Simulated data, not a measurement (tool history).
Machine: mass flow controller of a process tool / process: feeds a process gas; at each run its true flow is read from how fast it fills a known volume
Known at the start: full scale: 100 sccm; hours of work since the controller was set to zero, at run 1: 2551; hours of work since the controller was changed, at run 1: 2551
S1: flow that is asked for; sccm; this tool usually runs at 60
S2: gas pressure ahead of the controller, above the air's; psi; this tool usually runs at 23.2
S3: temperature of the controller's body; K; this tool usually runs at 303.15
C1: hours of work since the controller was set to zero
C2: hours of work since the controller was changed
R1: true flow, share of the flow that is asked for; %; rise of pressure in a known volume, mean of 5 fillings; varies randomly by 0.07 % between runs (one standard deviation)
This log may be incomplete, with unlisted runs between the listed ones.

Run 1, hour 0: usual settings; C1 2551; C2 2551. Result: R1 99.76 %.
Run 2, hour 123.3: usual settings; C1 2631; C2 2631. Result: R1 99.84 %.
Run 3, hour 270.8: usual settings; C1 2727; C2 2727. Result: R1 99.82 %.
Run 4, hour 335.2: usual settings but S3 297.15 K; C1 2769; C2 2769. Result: R1 100.33 %.
Run 5, hour 441.1: usual settings but S3 297.15 K; C1 2838; C2 2838. Result: R1 100.48 %.
Run 6, hour 539.5: usual settings but S3 299.15 K; C1 2902; C2 2902. Result: R1 100.15 %.
Run 7, hour 602.4: usual settings but S3 299.15 K; C1 2943; C2 2943. Result: R1 100.35 %.
Run 8, hour 746.3: usual settings but S3 299.15 K; C1 3037; C2 3037. Result: R1 100.32 %.
Run 9, hour 890.9: usual settings but S3 299.15 K; C1 3131; C2 3131. Result: R1 100.41 %.
Run 10, hour 1044.9: usual settings but S3 299.15 K; C1 3231; C2 3231. Result: R1 100.35 %.
Run 11, hour 1158.6: usual settings but S3 299.15 K; C1 3305; C2 3305. Result: R1 100.51 %.
Run 12, hour 1299.5: usual settings but S1 11 sccm; C1 3396; C2 3396. Result: R1 95.03 %.
Run 13, hour 1386.9: usual settings but S1 12 sccm, S2 39 psi; C1 3453; C2 3453. Result: R1 94.83 %.
Run 14, hour 1469.4: usual settings but S1 12 sccm, S2 39 psi; C1 3507; C2 3507. Result: R1 94.81 %.
Run 15, hour 1595.2: usual settings but S1 12 sccm, S2 39 psi; C1 3589; C2 3589. Result: R1 94.82 %.
Run 16, hour 1708.5: usual settings but S1 12 sccm, S2 39 psi; C1 3662; C2 3662. Result: R1 94.72 %.
Run 17, hour 1857.8: usual settings but S1 18 sccm, S2 36.7 psi, S3 311.15 K; C1 3760; C2 3760. Result: R1 96.01 %.
Run 18, hour 1944.9: usual settings but S1 18 sccm, S2 36.7 psi, S3 311.15 K; C1 3816; C2 3816. Result: R1 95.91 %.
Run 19, hour 2054.5: usual settings but S1 18 sccm, S2 36.7 psi, S3 311.15 K; C1 3888; C2 3888. Result: R1 95.76 %.
Run 20, hour 2122.2: usual settings but S1 87 sccm, S2 36.7 psi, S3 297.15 K; C1 3932; C2 3932. Result: R1 101.1 %.
Run 21, hour 2259.7: usual settings but S1 87 sccm, S2 29.6 psi, S3 297.15 K; C1 4021; C2 4021. Result: R1 101.34 %.
Run 22, hour 2405.3: usual settings but S1 37 sccm, S2 35.4 psi; C1 4116; C2 4116. Result: R1 98.9 %.
Run 23, hour 2551.8: usual settings but S1 37 sccm, S2 35.4 psi; C1 4211; C2 4211. Result: R1 98.81 %.

Branching from run 23: 5 alternative next runs. What would each branch give?
Run A, hour 2668.3: usual settings but S1 37 sccm, S2 35.4 psi, S3 306.15 K; C1 4287; C2 4287. Result: R1 ?.
Run B, hour 2668.3: usual settings but S2 30.9 psi; C1 4287; C2 4287. Result: R1 ?.
Run C, hour 2668.3: usual settings but S1 37 sccm, S2 32.9 psi, S3 295.15 K; C1 4287; C2 4287. Result: R1 ?.
Run D, hour 2668.3: usual settings but S1 97 sccm, S2 24.7 psi; C1 4287; C2 4287. Result: R1 ?.
Run E, hour 2668.3: usual settings but S1 51 sccm, S2 30.7 psi, S3 312.15 K; C1 4287; C2 4287. Result: R1 ?.

run      R1
  A   98.67
  B  100.04
  C   99.56
  D  101.29
  E   99.04
The same runs, with their run-to-run variation unchanged, on a tool lacking any hidden condition would have given:
run     R1
  A  98.28
  B  98.89
  C  99.17
  D  99.67
  E   98.1
